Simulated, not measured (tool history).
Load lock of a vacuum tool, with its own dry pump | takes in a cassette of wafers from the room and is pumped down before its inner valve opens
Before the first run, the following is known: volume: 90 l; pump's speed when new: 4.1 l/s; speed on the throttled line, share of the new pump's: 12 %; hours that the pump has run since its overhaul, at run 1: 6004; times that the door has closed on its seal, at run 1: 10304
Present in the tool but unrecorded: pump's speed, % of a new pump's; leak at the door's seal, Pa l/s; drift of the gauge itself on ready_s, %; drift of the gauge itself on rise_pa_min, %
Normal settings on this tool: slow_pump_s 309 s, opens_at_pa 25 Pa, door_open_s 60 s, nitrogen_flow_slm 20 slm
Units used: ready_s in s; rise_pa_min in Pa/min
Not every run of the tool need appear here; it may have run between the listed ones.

run,hour,slow_pump_s,opens_at_pa,door_open_s,nitrogen_flow_slm,hours that the pump has run since its overhaul,times that the door has closed on its seal,"incoming humidity of the room's air, %",ready_s,rise_pa_min
1,0,309,25,60,20,6004,10304,48.2,472.2,0.099
2,172.3,309,25,60,20,6176,10637,42.9,471.6,0.094
3,293.8,309,25,60,20,6298,10871,44.4,471.6,0.099
4,447.1,309,34,60,20,6451,11167,46,464.8,0.095
5,532.9,309,34,60,20,6537,11333,43.9,464.2,0.1
6,610,309,25,60,32,6614,11482,48.5,472.1,0.102
7,773.7,309,25,60,20,6778,11798,45.8,474.8,0.106
8,891.2,309,25,60,20,6895,12025,44.6,473.7,0.114
9,989.4,309,25,60,20,6993,12214,45.4,474.7,0.109
10,1086.9,318,25,60,20,7091,12402,43.2,487.2,0.115
11,1156.8,318,25,60,20,7161,12537,46.7,481.2,0.118
12,1252.8,309,25,60,20,7257,12723,44.9,474.1,0.112
13,1415.9,309,25,60,20,7420,13037,45.2,476.6,0.121
14,1490.4,309,25,60,20,7494,13181,44.8,477.5,0.123
15,1639.5,309,25,60,20,7643,13469,45.2,476.3,0.128
16,1734.7,309,25,60,20,7739,13653,45.4,478.1,0.121
17,1848.3,309,25,60,27,7852,13872,48.9,477.1,0.126
18,1956.6,309,25,60,27,7961,14081,44.1,476.7,0.125
19,2120.1,309,25,60,27,8124,14397,45.4,476.4,0.13
20,2197.3,504,25,142,26,8201,14546,44.4,646.6,0.15
21,2334.6,493,33,60,20,8339,14811,46.2,628,0.141
22,2464.4,493,33,60,20,8468,15062,42,631.6,0.135
23,2587.8,493,33,60,20,8592,15300,47.7,630.4,0.146
24,2673,326,41,78,28,8677,15464,45.3,480.9,0.142
25,2771.6,396,28,33,24,8776,15655,45.2,548.5,0.14
26,2859.2,526,28,73,7,8863,15824,44.1,663.2,0.168
27,3007.7,526,28,73,7,9012,16111,45.1,662.2,0.177
28,3097.6,526,28,74,6,9102,16284,44.3,661.5,0.173
29,3263.7,526,28,74,6,9268,16605,42.7,664,0.176
30,3378.4,429,22,86,30,9382,16826,45.6,583.5,0.161
31,3463,429,22,86,30,9467,16989,47.1,587.4,0.159
32,3556.8,309,31,60,15,9561,17171,45.1,472.9,0.166
33,3688.1,294,31,60,15,9692,17424,47.1,463,0.172
34,3828.2,188,35,89,15,9832,17695,43.1,369.5,0.176
35,3972.7,188,18,236,4,9977,17973,45.4,389.1,0.255
36,4047.1,309,27,57,18,10051,18117,45.6,480,0.174
37,4157.5,554,21,57,24,10161,18330,42.4,698.8,0.172
38,4288,554,21,57,24,10292,18582,42.4,693.3,0.177

Same runs, no hidden state in the tool, same run-to-run variation:
run,ready_s,rise_pa_min
1,456.4,0.029
2,455.4,0.021
3,455.1,0.023
4,448.7,0.018
5,447.9,0.021
6,454.9,0.02
7,457,0.023
8,455.8,0.027
9,456.5,0.021
10,468.3,0.024
11,462.3,0.027
12,455.2,0.018
13,457.3,0.026
14,458,0.026
15,456.5,0.026
16,457.8,0.019
17,456.8,0.022
18,455.9,0.019
19,455.2,0.02
20,628.5,0.036
21,610.6,0.027
22,614.1,0.019
23,612.4,0.026
24,460.4,0.022
25,527.6,0.017
26,644.3,0.044
27,643.3,0.05
28,642.2,0.044
29,644.5,0.043
30,560.9,0.027
31,564.6,0.022
32,448.9,0.027
33,438.1,0.03
34,342.7,0.029
35,358.7,0.105
36,454,0.025
37,676.4,0.02
38,671.1,0.017
